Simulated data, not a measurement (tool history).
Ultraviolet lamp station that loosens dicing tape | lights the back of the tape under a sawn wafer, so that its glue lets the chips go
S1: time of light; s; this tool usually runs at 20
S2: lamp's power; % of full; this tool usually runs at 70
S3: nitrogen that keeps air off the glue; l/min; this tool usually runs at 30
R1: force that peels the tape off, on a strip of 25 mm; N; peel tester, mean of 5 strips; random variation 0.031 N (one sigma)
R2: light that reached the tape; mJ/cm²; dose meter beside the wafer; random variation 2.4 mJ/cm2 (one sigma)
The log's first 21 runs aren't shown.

run	day	S1	S2	S3	R1	R2
22	45.767	29	73	10	2.105	291
23	47.875	29	73	10	2.108	289
24	50.054	17	60	10	4.930	140
25	51.733	20	63	13	3.838	163
26	53.508	20	63	13	3.958	164
27	56.038	21	64	21	3.178	171
28	58.108	21	64	21	3.043	173
29	60.492	33	76	12	1.682	314
30	62.883	26	84	14	2.002	267
31	64.575	15	84	57	2.775	153
32	65.867	15	84	57	2.882	151
33	67.779	18	70	57	2.906	150
# day 69.646: window cleaned of glue's vapour
34	70.058	32	66	24	1.350	286
35	72.433	34	64	39	1.041	284
36	74.579	18	64	12	4.375	153
37	77.075	15	70	30	3.812	135
38	79.092	14	70	13	5.168	124
39	80.871	10	70	30	5.449	88
40	82.829	20	65	28	3.101	159

Predict each of these 5 candidate next runs independently; none follows another, all start after run 40:
A	85.171	20	98	13	?	?
B	85.171	20	87	28	?	?
C	85.171	13	65	13	?	?
D	85.171	20	65	43	?	?
E	85.171	14	66	36	?	?

run	R1	R2
A	2.572	240
B	2.128	212
C	5.814	102
D	2.877	157
E	4.270	117
Stripped of hidden state, with their random variation kept, the same runs would have yielded:
run	R1	R2
A	1.271	362
B	1.000	320
C	4.177	154
D	1.505	238
E	2.689	174
